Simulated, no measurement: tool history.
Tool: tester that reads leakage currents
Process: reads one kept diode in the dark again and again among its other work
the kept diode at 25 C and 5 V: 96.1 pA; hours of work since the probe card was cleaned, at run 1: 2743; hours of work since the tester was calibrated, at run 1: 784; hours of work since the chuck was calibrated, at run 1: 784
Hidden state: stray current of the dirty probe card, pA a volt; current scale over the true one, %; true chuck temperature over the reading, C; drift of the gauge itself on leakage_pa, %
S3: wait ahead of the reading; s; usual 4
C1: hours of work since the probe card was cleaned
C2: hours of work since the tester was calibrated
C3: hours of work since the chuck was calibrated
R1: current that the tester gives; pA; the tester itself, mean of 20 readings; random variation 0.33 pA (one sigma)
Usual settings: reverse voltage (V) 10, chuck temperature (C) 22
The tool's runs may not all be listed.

Run 1, hour 0: usual settings; C1 2743; C2 784; C3 784. Result: R1 117.09 pA.
Run 2, hour 69.3: usual settings but reverse voltage (V) 7.4; C1 2778; C2 819; C3 819. Result: R1 99.43 pA.
Run 3, hour 130.5: usual settings but reverse voltage (V) 7.4; C1 2809; C2 850; C3 850. Result: R1 99.77 pA.
Run 4, hour 200.1: usual settings but reverse voltage (V) 7.4; C1 2844; C2 885; C3 885. Result: R1 99.68 pA.
Run 5, hour 279: usual settings; C1 2884; C2 925; C3 925. Result: R1 117.57 pA.
Run 6, hour 323.7: usual settings; C1 2907; C2 948; C3 948. Result: R1 117 pA.
Run 7, hour 396.6: usual settings; C1 2943; C2 985; C3 985. Result: R1 117.75 pA.
Run 8, hour 467.1: usual settings but reverse voltage (V) 3.4; C1 2979; C2 1020; C3 1020. Result: R1 66.63 pA.
Run 9, hour 512.2: usual settings but reverse voltage (V) 3.4; C1 3002; C2 1043; C3 1043. Result: R1 66.71 pA.
Run 10, hour 563.4: usual settings but reverse voltage (V) 3.4; C1 3028; C2 1069; C3 1069. Result: R1 66.55 pA.
Run 11, hour 630.3: usual settings but reverse voltage (V) 3.4; C1 3061; C2 1103; C3 1103. Result: R1 66.33 pA.
Run 12, hour 686.6: usual settings but reverse voltage (V) 3.4; C1 3090; C2 1131; C3 1131. Result: R1 66.57 pA.
Run 13, hour 760.2: usual settings; C1 3127; C2 1168; C3 1168. Result: R1 117.65 pA.
Run 14, hour 844.3: usual settings; C1 3170; C2 1211; C3 1211. Result: R1 116.85 pA.
Run 15, hour 930.9: usual settings; C1 3213; C2 1255; C3 1255. Result: R1 118.08 pA.
Run 16, hour 1007.9: usual settings; C1 3252; C2 1293; C3 1293. Result: R1 117.57 pA.
Run 17, hour 1086.4: usual settings; C1 3292; C2 1333; C3 1333. Result: R1 118.25 pA.
Run 18, hour 1162.1: usual settings; C1 3330; C2 1371; C3 1371. Result: R1 118.06 pA.
Run 19, hour 1237.7: usual settings; C1 3368; C2 1409; C3 1409. Result: R1 118.35 pA.
Run 20, hour 1317.4: usual settings; C1 3408; C2 1450; C3 1450. Result: R1 117.88 pA.
Run 21, hour 1376.1: usual settings but reverse voltage (V) 2.5, chuck temperature (C) 60; C1 3438; C2 1479; C3 1479. Result: R1 652.1 pA.
Run 22, hour 1432.7: usual settings but chuck temperature (C) 47, S3 2.56 s; C1 3467; C2 1508; C3 1508. Result: R1 585.19 pA.
Run 23, hour 1500.6: usual settings but chuck temperature (C) 47, S3 2.56 s; C1 3501; C2 1542; C3 1542. Result: R1 584.23 pA.
Run 24, hour 1565.5: usual settings but chuck temperature (C) 46, S3 6.15 s; C1 3534; C2 1575; C3 1575. Result: R1 544.82 pA.
At hour 1582.2: probe card cleaned and baked.
Run 25, hour 1645.9: usual settings but chuck temperature (C) 46, S3 6.15 s; C1 32; C2 1614; C3 1614. Result: R1 529.72 pA.
Run 26, hour 1694: usual settings but chuck temperature (C) 46, S3 0.33 s; C1 56; C2 1638; C3 1638. Result: R1 538.75 pA.
Run 27, hour 1776.9: usual settings but reverse voltage (V) 1.7, chuck temperature (C) 54, S3 7.72 s; C1 98; C2 1680; C3 1680. Result: R1 375.55 pA.
Run 28, hour 1863.3: usual settings but reverse voltage (V) 4.8, S3 0.46 s; C1 142; C2 1724; C3 1724. Result: R1 73.9 pA.
Run 29, hour 1924.5: usual settings but reverse voltage (V) 4.8, S3 0.46 s; C1 173; C2 1755; C3 1755. Result: R1 73.68 pA.
Run 30, hour 1970.7: usual settings but reverse voltage (V) 5.5, chuck temperature (C) 59, S3 0.94 s; C1 196; C2 1778; C3 1778. Result: R1 884.74 pA.
Run 31, hour 2030: usual settings but reverse voltage (V) 18.3, chuck temperature (C) 31, S3 1.1 s; C1 226; C2 1808; C3 1808. Result: R1 260.89 pA.
At hour 2059.4: chuck's temperature calibrated.
Run 32, hour 2120.1: usual settings but reverse voltage (V) 14.4, chuck temperature (C) 51; C1 271; C2 1853; C3 31. Result: R1 906.09 pA.
Run 33, hour 2193.2: usual settings but reverse voltage (V) 14.4, chuck temperature (C) 51; C1 308; C2 1889; C3 68. Result: R1 909.65 pA.
Run 34, hour 2277.6: usual settings but chuck temperature (C) 31, S3 1.33 s; C1 350; C2 1932; C3 110. Result: R1 207.3 pA.
Run 35, hour 2364.5: usual settings but chuck temperature (C) 59, S3 0.48 s; C1 394; C2 1976; C3 154. Result: R1 1229.69 pA.
Run 36, hour 2447.1: usual settings but chuck temperature (C) 20, S3 1.69 s; C1 436; C2 2018; C3 196. Result: R1 94.65 pA.
Run 37, hour 2521.1: usual settings but chuck temperature (C) 20, S3 1.69 s; C1 473; C2 2055; C3 233. Result: R1 95.22 pA.
Run 38, hour 2584.8: usual settings but chuck temperature (C) 20, S3 1.69 s; C1 505; C2 2087; C3 265. Result: R1 95.2 pA.
Run 39, hour 2671.9: usual settings but reverse voltage (V) 3.3, chuck temperature (C) 47, S3 2.56 s; C1 549; C2 2131; C3 309. Result: R1 349.22 pA.

The same runs without the tool's hidden state, with the same run-to-run variation:
run       R1
  1   107.67
  2    92.91
  3    93.23
  4    93.13
  5   107.96
  6   107.41
  7   108.08
  8     64.5
  9    64.59
 10    64.45
 11    64.26
 12    64.51
 13   107.81
 14   107.02
 15    108.1
 16   107.57
 17   108.16
 18   107.95
 19   108.18
 20   107.72
 21   679.67
 22   599.03
 23   598.47
 24   557.63
 25   559.94
 26   569.39
 27   396.87
 28    78.58
 29    78.37
 30   935.85
 31   276.66
 32   908.88
 33   913.29
 34   207.23
 35  1238.88
 36    93.57
 37    94.08
 38    94.04
 39   353.39
